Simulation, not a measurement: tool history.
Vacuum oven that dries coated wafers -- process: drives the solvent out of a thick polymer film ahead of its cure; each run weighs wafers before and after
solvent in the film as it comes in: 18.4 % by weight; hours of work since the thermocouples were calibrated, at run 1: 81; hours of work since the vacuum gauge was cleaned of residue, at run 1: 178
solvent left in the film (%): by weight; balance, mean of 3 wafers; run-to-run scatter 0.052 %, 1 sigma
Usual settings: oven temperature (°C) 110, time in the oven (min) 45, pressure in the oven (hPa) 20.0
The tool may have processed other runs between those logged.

| run | hour | oven temperature (°C) | time in the oven (min) | pressure in the oven (hPa) | hours of work since the thermocouples were calibrated | hours of work since the vacuum gauge was cleaned of residue | solvent left in the film (%) |
|---|---|---|---|---|---|---|---|
| 1 | 0.0 | 110 | 45 | 20.0 | 81 | 178 | 3.45 |
| 2 | 10.2 | 110 | 45 | 20.0 | 88 | 185 | 3.51 |
| 3 | 20.1 | 110 | 45 | 20.0 | 94 | 191 | 3.52 |
| 4 | 32.6 | 110 | 45 | 20.0 | 102 | 200 | 3.50 |
| 5 | 40.9 | 110 | 45 | 20.0 | 108 | 205 | 3.50 |
| 6 | 49.5 | 104 | 45 | 20.0 | 113 | 211 | 4.90 |
| 7 | 65.0 | 104 | 45 | 20.0 | 123 | 221 | 4.93 |
| 8 | 78.5 | 104 | 45 | 20.0 | 132 | 230 | 5.00 |
| 9 | 90.6 | 104 | 45 | 20.0 | 140 | 237 | 5.06 |
| 10 | 99.6 | 104 | 45 | 20.0 | 146 | 243 | 4.96 |
| 11 | 107.7 | 104 | 45 | 20.0 | 151 | 249 | 4.84 |
| 12 | 117.1 | 104 | 45 | 20.0 | 157 | 255 | 4.96 |
|  | 119.8 | oven's thermocouples calibrated |
| 13 | 127.4 | 104 | 45 | 20.0 | 5 | 260 | 5.02 |
| 14 | 134.7 | 98 | 26 | 16.2 | 10 | 265 | 9.01 |
| 15 | 146.7 | 108 | 67 | 22.6 | 18 | 273 | 2.94 |
| 16 | 159.2 | 106 | 24 | 18.9 | 26 | 281 | 7.52 |
| 17 | 170.4 | 106 | 76 | 18.9 | 33 | 288 | 2.67 |

Measured less the same run without the tool's hidden state. The same run-to-run variation is in both; the gauge's scatter may not be:
Hidden state present: true wafer temperature over the reading, C; true pressure over the reading, kPa; drift of the gauge itself on solvent_pct, %.
| run | solvent left in the film (%) |
|---|---|
| 1 | +0.09 |
| 2 | +0.09 |
| 3 | +0.10 |
| 4 | +0.10 |
| 5 | +0.09 |
| 6 | +0.12 |
| 7 | +0.12 |
| 8 | +0.13 |
| 9 | +0.13 |
| 10 | +0.14 |
| 11 | +0.14 |
| 12 | +0.15 |
| 13 | +0.20 |
| 14 | +0.19 |
| 15 | +0.16 |
| 16 | +0.19 |
| 17 | +0.18 |

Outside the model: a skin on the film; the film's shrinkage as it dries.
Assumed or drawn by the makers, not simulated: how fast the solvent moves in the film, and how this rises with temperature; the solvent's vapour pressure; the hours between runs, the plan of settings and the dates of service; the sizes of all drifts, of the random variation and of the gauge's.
